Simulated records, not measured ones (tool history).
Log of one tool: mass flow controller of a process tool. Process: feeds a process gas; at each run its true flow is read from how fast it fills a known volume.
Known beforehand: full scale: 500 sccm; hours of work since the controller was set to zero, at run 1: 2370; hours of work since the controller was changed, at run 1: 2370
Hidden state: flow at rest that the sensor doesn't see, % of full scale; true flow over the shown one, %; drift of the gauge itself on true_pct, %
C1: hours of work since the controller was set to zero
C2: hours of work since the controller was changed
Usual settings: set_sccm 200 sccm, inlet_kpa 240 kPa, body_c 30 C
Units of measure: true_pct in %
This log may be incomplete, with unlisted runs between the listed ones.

run 1 day=0.000 | set_sccm=200 inlet_kpa=240 body_c=30 | C1=2370 C2=2370 | true_pct=99.60
run 2 day=7.046 | set_sccm=200 inlet_kpa=240 body_c=23 | C1=2469 C2=2469 | true_pct=99.26
run 3 day=13.125 | set_sccm=99 inlet_kpa=240 body_c=23 | C1=2554 C2=2554 | true_pct=98.84
run 4 day=23.025 | set_sccm=200 inlet_kpa=240 body_c=30 | C1=2694 C2=2694 | true_pct=99.26
run 5 day=29.096 | set_sccm=200 inlet_kpa=240 body_c=30 | C1=2779 C2=2779 | true_pct=99.12
run 6 day=35.621 | set_sccm=200 inlet_kpa=240 body_c=30 | C1=2871 C2=2871 | true_pct=99.21
run 7 day=44.125 | set_sccm=200 inlet_kpa=240 body_c=30 | C1=2991 C2=2991 | true_pct=99.04
run 8 day=49.908 | set_sccm=200 inlet_kpa=153 body_c=30 | C1=3072 C2=3072 | true_pct=98.44
run 9 day=54.221 | set_sccm=200 inlet_kpa=153 body_c=36 | C1=3132 C2=3132 | true_pct=98.65
run 10 day=60.379 | set_sccm=200 inlet_kpa=153 body_c=36 | C1=3219 C2=3219 | true_pct=98.42
run 11 day=69.842 | set_sccm=200 inlet_kpa=240 body_c=30 | C1=3352 C2=3352 | true_pct=98.72
run 12 day=79.433 | set_sccm=200 inlet_kpa=240 body_c=30 | C1=3487 C2=3487 | true_pct=98.86
run 13 day=88.246 | set_sccm=200 inlet_kpa=240 body_c=30 | C1=3611 C2=3611 | true_pct=98.64
run 14 day=92.512 | set_sccm=200 inlet_kpa=240 body_c=30 | C1=3671 C2=3671 | true_pct=98.56
run 15 day=101.283 | set_sccm=200 inlet_kpa=240 body_c=30 | C1=3794 C2=3794 | true_pct=98.49
run 16 day=109.125 | set_sccm=200 inlet_kpa=212 body_c=30 | C1=3905 C2=3905 | true_pct=98.25
run 17 day=115.604 | set_sccm=200 inlet_kpa=240 body_c=30 | C1=3996 C2=3996 | true_pct=98.34
run 18 day=121.675 | set_sccm=200 inlet_kpa=240 body_c=23 | C1=4081 C2=4081 | true_pct=98.17
run 19 day=129.446 | set_sccm=200 inlet_kpa=240 body_c=23 | C1=4191 C2=4191 | true_pct=98.06
run 20 day=138.042 | set_sccm=200 inlet_kpa=240 body_c=29 | C1=4311 C2=4311 | true_pct=98.10
run 21 day=142.250 | set_sccm=456 inlet_kpa=240 body_c=30 | C1=4371 C2=4371 | true_pct=99.00
run 22 day=148.054 | set_sccm=200 inlet_kpa=145 body_c=30 | C1=4452 C2=4452 | true_pct=97.35
run 23 day=156.638 | set_sccm=200 inlet_kpa=240 body_c=23 | C1=4573 C2=4573 | true_pct=97.68
run 24 day=163.529 | set_sccm=83 inlet_kpa=240 body_c=23 | C1=4670 C2=4670 | true_pct=97.33
run 25 day=168.658 | set_sccm=236 inlet_kpa=240 body_c=30 | C1=4742 C2=4742 | true_pct=98.02
run 26 day=174.738 | set_sccm=200 inlet_kpa=141 body_c=30 | C1=4828 C2=4828 | true_pct=96.97
run 27 day=183.708 | set_sccm=200 inlet_kpa=141 body_c=30 | C1=4954 C2=4954 | true_pct=96.92
-- day=188.392 gauge calibrated
run 28 day=188.396 | set_sccm=200 inlet_kpa=196 body_c=31 | C1=5020 C2=5020 | true_pct=99.24
run 29 day=196.771 | set_sccm=200 inlet_kpa=145 body_c=31 | C1=5138 C2=5138 | true_pct=98.79
-- day=200.608 controller exchanged for a calibrated one
run 30 day=202.212 | set_sccm=305 inlet_kpa=146 body_c=30 | C1=23 C2=23 | true_pct=99.11
run 31 day=209.538 | set_sccm=57 inlet_kpa=218 body_c=23 | C1=126 C2=126 | true_pct=98.42
run 32 day=216.342 | set_sccm=72 inlet_kpa=218 body_c=23 | C1=221 C2=221 | true_pct=98.36
run 33 day=221.904 | set_sccm=72 inlet_kpa=218 body_c=23 | C1=300 C2=300 | true_pct=98.27
run 34 day=232.275 | set_sccm=223 inlet_kpa=159 body_c=21 | C1=445 C2=445 | true_pct=98.31
run 35 day=238.117 | set_sccm=99 inlet_kpa=210 body_c=21 | C1=528 C2=528 | true_pct=98.09
run 36 day=246.267 | set_sccm=99 inlet_kpa=210 body_c=21 | C1=642 C2=642 | true_pct=97.98
run 37 day=254.775 | set_sccm=99 inlet_kpa=210 body_c=21 | C1=762 C2=762 | true_pct=98.01
run 38 day=263.542 | set_sccm=99 inlet_kpa=210 body_c=21 | C1=885 C2=885 | true_pct=97.78
run 39 day=272.138 | set_sccm=108 inlet_kpa=186 body_c=27 | C1=1006 C2=1006 | true_pct=97.88
run 40 day=280.050 | set_sccm=76 inlet_kpa=199 body_c=25 | C1=1117 C2=1117 | true_pct=97.83
run 41 day=287.546 | set_sccm=76 inlet_kpa=199 body_c=25 | C1=1223 C2=1223 | true_pct=97.69
run 42 day=296.688 | set_sccm=215 inlet_kpa=240 body_c=30 | C1=1351 C2=1351 | true_pct=98.42
run 43 day=305.154 | set_sccm=191 inlet_kpa=162 body_c=22 | C1=1470 C2=1470 | true_pct=97.34
run 44 day=314.438 | set_sccm=215 inlet_kpa=170 body_c=24 | C1=1601 C2=1601 | true_pct=97.54
run 45 day=323.850 | set_sccm=479 inlet_kpa=150 body_c=25 | C1=1733 C2=1733 | true_pct=98.21
run 46 day=328.792 | set_sccm=200 inlet_kpa=240 body_c=29 | C1=1803 C2=1803 | true_pct=98.14
run 47 day=338.571 | set_sccm=200 inlet_kpa=240 body_c=29 | C1=1941 C2=1941 | true_pct=98.01

For each run, the measured value with the value that run would have given without the tool's hidden condition subtracted. The run-to-run variation is shared by both, the gauge scatter possibly not:
run=1 true_pct=-0.01
run=2 true_pct=-0.08
run=3 true_pct=-0.15
run=4 true_pct=-0.24
run=5 true_pct=-0.30
run=6 true_pct=-0.36
run=7 true_pct=-0.44
run=8 true_pct=-0.50
run=9 true_pct=-0.54
run=10 true_pct=-0.60
run=11 true_pct=-0.70
run=12 true_pct=-0.80
run=13 true_pct=-0.88
run=14 true_pct=-0.92
run=15 true_pct=-1.00
run=16 true_pct=-1.08
run=17 true_pct=-1.14
run=18 true_pct=-1.20
run=19 true_pct=-1.29
run=20 true_pct=-1.37
run=21 true_pct=-1.42
run=22 true_pct=-1.46
run=23 true_pct=-1.54
run=24 true_pct=-1.62
run=25 true_pct=-1.67
run=26 true_pct=-1.71
run=27 true_pct=-1.80
run=28 true_pct=-0.02
run=29 true_pct=-0.11
run=30 true_pct=-0.13
run=31 true_pct=-0.20
run=32 true_pct=-0.27
run=33 true_pct=-0.32
run=34 true_pct=-0.42
run=35 true_pct=-0.48
run=36 true_pct=-0.57
run=37 true_pct=-0.65
run=38 true_pct=-0.73
run=39 true_pct=-0.82
run=40 true_pct=-0.89
run=41 true_pct=-0.97
run=42 true_pct=-1.06
run=43 true_pct=-1.14
run=44 true_pct=-1.23
run=45 true_pct=-1.33
run=46 true_pct=-1.38
run=47 true_pct=-1.47
